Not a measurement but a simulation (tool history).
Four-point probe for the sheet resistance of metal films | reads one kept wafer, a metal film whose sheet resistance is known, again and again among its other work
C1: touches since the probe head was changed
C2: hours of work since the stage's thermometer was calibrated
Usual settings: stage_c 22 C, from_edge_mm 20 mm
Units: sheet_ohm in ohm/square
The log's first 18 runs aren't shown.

run 19 hour=570.6 | stage_c=22 from_edge_mm=25 | C1=9241 C2=640 | sheet_ohm=10.534627
run 20 hour=610.6 | stage_c=35 from_edge_mm=20 | C1=11288 C2=670 | sheet_ohm=10.427176
run 21 hour=648.5 | stage_c=31 from_edge_mm=20 | C1=13231 C2=699 | sheet_ohm=10.465515
run 22 hour=676.1 | stage_c=24 from_edge_mm=20 | C1=14646 C2=720 | sheet_ohm=10.530826
run 23 hour=714.6 | stage_c=24 from_edge_mm=20 | C1=16622 C2=750 | sheet_ohm=10.533716
run 24 hour=751.4 | stage_c=29 from_edge_mm=35 | C1=18506 C2=778 | sheet_ohm=10.478159
run 25 hour=785.9 | stage_c=29 from_edge_mm=35 | C1=20273 C2=804 | sheet_ohm=10.476602
run 26 hour=815.3 | stage_c=29 from_edge_mm=35 | C1=21784 C2=826 | sheet_ohm=10.479497
run 27 hour=839.1 | stage_c=30 from_edge_mm=4 | C1=23001 C2=844 | sheet_ohm=11.000355
run 28 hour=879.4 | stage_c=30 from_edge_mm=4 | C1=25069 C2=875 | sheet_ohm=11.005462
run 29 hour=900.4 | stage_c=32 from_edge_mm=22 | C1=26143 C2=891 | sheet_ohm=10.468528
run 30 hour=934.5 | stage_c=20 from_edge_mm=7 | C1=27891 C2=917 | sheet_ohm=10.745169
run 31 hour=973.2 | stage_c=19 from_edge_mm=20 | C1=29877 C2=946 | sheet_ohm=10.595885
run 32 hour=1002 | stage_c=21 from_edge_mm=20 | C1=31349 C2=968 | sheet_ohm=10.58622
run 33 hour=1045.3 | stage_c=24 from_edge_mm=4 | C1=33568 C2=1001 | sheet_ohm=11.072729
run 34 hour=1071.2 | stage_c=24 from_edge_mm=4 | C1=34900 C2=1021 | sheet_ohm=11.079301
run 35 hour=1107.7 | stage_c=21 from_edge_mm=4 | C1=36771 C2=1049 | sheet_ohm=11.110883
run 36 hour=1140 | stage_c=18 from_edge_mm=8 | C1=38425 C2=1073 | sheet_ohm=10.743557
run 37 hour=1169 | stage_c=21 from_edge_mm=10 | C1=39909 C2=1095 | sheet_ohm=10.664622
run 38 hour=1204.1 | stage_c=21 from_edge_mm=10 | C1=41708 C2=1122 | sheet_ohm=10.665186
run 39 hour=1245.9 | stage_c=21 from_edge_mm=10 | C1=43854 C2=1154 | sheet_ohm=10.666555
run 40 hour=1289.2 | stage_c=29 from_edge_mm=11 | C1=46073 C2=1187 | sheet_ohm=10.579079
run 41 hour=1306.8 | stage_c=29 from_edge_mm=11 | C1=46976 C2=1200 | sheet_ohm=10.584117

The next listed run, before its measurement:
run 42 hour=1350.2 | stage_c=29 from_edge_mm=11 | C1=49200 C2=1233 | sheet_ohm=?

Run 42 gave sheet_ohm 10.582907 ohm/square.
Without the tool's hidden state the same run would have given sheet_ohm 10.487269 ohm/square.
